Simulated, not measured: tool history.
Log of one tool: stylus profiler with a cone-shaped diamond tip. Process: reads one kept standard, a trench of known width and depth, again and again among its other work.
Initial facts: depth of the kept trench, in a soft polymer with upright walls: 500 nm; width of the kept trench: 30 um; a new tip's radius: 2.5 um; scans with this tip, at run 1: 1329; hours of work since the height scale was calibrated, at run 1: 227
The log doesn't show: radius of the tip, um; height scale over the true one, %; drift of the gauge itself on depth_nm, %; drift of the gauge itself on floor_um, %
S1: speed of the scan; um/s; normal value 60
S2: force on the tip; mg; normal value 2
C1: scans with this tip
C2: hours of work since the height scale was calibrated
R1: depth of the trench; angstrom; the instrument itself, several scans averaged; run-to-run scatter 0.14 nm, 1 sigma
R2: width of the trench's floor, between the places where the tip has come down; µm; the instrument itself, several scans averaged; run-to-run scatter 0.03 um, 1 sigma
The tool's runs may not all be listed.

Run 1, day 0: usual settings; C1 1329; C2 227. Result: R1 5042.2 angstrom, R2 26.8 µm.
Run 2, day 1.546: usual settings but S2 1.14 mg; C1 1439; C2 245. Result: R1 5027.3 angstrom, R2 26.78 µm.
Run 3, day 3.525: usual settings but S1 15 um/s; C1 1580; C2 270. Result: R1 5040.6 angstrom, R2 26.92 µm.
Run 4, day 5.858: usual settings but S1 15 um/s; C1 1747; C2 298. Result: R1 5043.1 angstrom, R2 26.94 µm.
Run 5, day 7.083: usual settings; C1 1834; C2 313. Result: R1 5038.6 angstrom, R2 26.74 µm.
Run 6, day 8.225: usual settings; C1 1916; C2 327. Result: R1 5039.8 angstrom, R2 26.72 µm.
Run 7, day 9.696: usual settings but S1 135 um/s; C1 2020; C2 345. Result: R1 5040.2 angstrom, R2 26.59 µm.
Run 8, day 11.542: usual settings; C1 2152; C2 367. Result: R1 5037.5 angstrom, R2 26.73 µm.
Run 9, day 12.788: usual settings but S2 4.92 mg; C1 2241; C2 382. Result: R1 5077.1 angstrom, R2 26.79 µm.
Run 10, day 14.625: usual settings; C1 2372; C2 405. Result: R1 5037.6 angstrom, R2 26.75 µm.
Run 11, day 16.079: usual settings; C1 2476; C2 422. Result: R1 5036.8 angstrom, R2 26.75 µm.
Run 12, day 17.738: usual settings; C1 2594; C2 443. Result: R1 5033.8 angstrom, R2 26.71 µm.
Run 13, day 20.079: usual settings; C1 2761; C2 471. Result: R1 5036.4 angstrom, R2 26.72 µm.
Run 14, day 21.471: usual settings but S1 104 um/s; C1 2861; C2 488. Result: R1 5034.8 angstrom, R2 26.58 µm.
Run 15, day 23.575: usual settings but S1 24 um/s, S2 1.26 mg; C1 3011; C2 514. Result: R1 5022.4 angstrom, R2 26.77 µm.
Run 16, day 24.775: usual settings but S1 102 um/s, S2 1.04 mg; C1 3096; C2 528. Result: R1 5017.5 angstrom, R2 26.5 µm.
Run 17, day 26.021: usual settings but S1 36 um/s, S2 0.72 mg; C1 3185; C2 543. Result: R1 5010.8 angstrom, R2 26.71 µm.
Run 18, day 27.738: usual settings but S1 85 um/s, S2 5.36 mg; C1 3308; C2 564. Result: R1 5076 angstrom, R2 26.69 µm.
Run 19, day 29.333: usual settings but S1 85 um/s, S2 4.63 mg; C1 3421; C2 584. Result: R1 5068.7 angstrom, R2 26.63 µm.
Run 20, day 31.338: usual settings but S1 161 um/s, S2 0.92 mg; C1 3564; C2 608. Result: R1 5012.5 angstrom, R2 26.17 µm.
Run 21, day 32.683: usual settings but S1 44 um/s, S2 3.79 mg; C1 3661; C2 624. Result: R1 5056.2 angstrom, R2 26.66 µm.
Run 22, day 34.746: usual settings but S1 116 um/s, S2 1.32 mg; C1 3808; C2 650. Result: R1 5018.7 angstrom, R2 26.43 µm.
Run 23, day 37.125: usual settings but S1 163 um/s; C1 3978; C2 679. Result: R1 5028.5 angstrom, R2 26.38 µm.
Run 24, day 39.517: usual settings but S1 82 um/s, S2 1.14 mg; C1 4148; C2 708. Result: R1 5011.4 angstrom, R2 26.47 µm.

Branching from run 24: 3 alternative next runs. What would each branch give?
Run A, day 40.625: usual settings but S1 43 um/s, S2 3.61 mg; C1 4227; C2 721. Result: R1 ?, R2 ?.
Run B, day 40.625: usual settings but S1 35 um/s; C1 4227; C2 721. Result: R1 ?, R2 ?.
Run C, day 40.625: usual settings but S1 54 um/s; C1 4227; C2 721. Result: R1 ?, R2 ?.

run      R1     R2
  A  5052.1  26.67
  B  5027.5   26.6
  C  5031.7  26.55
Without the tool's unlogged condition, the same runs would have read:
run      R1     R2
  A  5070.2  26.96
  B  5045.5  26.89
  C  5049.8  26.84
